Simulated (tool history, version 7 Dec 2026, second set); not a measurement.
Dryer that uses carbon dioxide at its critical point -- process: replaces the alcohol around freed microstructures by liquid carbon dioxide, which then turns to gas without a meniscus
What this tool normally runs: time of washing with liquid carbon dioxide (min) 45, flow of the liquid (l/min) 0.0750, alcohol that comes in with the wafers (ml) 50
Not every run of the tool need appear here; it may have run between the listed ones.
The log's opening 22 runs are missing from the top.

run	hour	time of washing with liquid carbon dioxide (min)	flow of the liquid (l/min)	alcohol that comes in with the wafers (ml)	hours of work since the filter was changed	hours of work since the purifier's bed was changed	alcohol left in the vessel before it's heated (ppm by volume)
23	398.3	47	0.0994	37	21	303	93
24	412.1	47	0.0994	37	29	311	89
25	429.9	51	0.0750	37	39	321	164
26	451.0	51	0.0750	37	51	333	182
27	469.8	51	0.0750	37	61	344	191
28	483.5	43	0.0750	50	69	351	495
29	498.1	34	0.0869	76	77	360	1034
30	512.9	38	0.0750	31	86	368	572
31	524.7	38	0.0750	31	92	375	587
32	545.7	70	0.0750	21	104	386	105
33	568.4	45	0.0453	111	117	399	7947
34	579.5	58	0.1085	108	123	405	105
35	596.2	58	0.1085	108	133	415	116
36	621.4	36	0.1085	108	147	429	459
37	632.6	36	0.1085	108	153	435	449
38	651.1	28	0.0727	73	164	446	5564
# hour 664.8: inlet filter changed
39	674.7	28	0.0727	73	6	459	3998
40	699.1	32	0.1104	27	19	472	215
41	720.3	32	0.1104	27	31	484	209
42	741.8	27	0.0750	31	43	496	1922
43	762.2	45	0.0710	31	55	508	365
44	787.2	53	0.0471	33	69	522	1077

Below are 4 alternative next runs, each starting from the tool's condition after run 44. Predict each:
A	806.9	69	0.0471	33	80	533	?
B	806.9	28	0.0874	22	80	533	?
C	806.9	51	0.1146	33	80	533	?
D	806.9	33	0.0506	97	80	533	?

run	alcohol left in the vessel before it's heated (ppm by volume)
A	414
B	783
C	139
D	11646
Without the tool's hidden state the same runs would have given:
run	alcohol left in the vessel before it's heated (ppm by volume)
A	213
B	518
C	9
D	9856
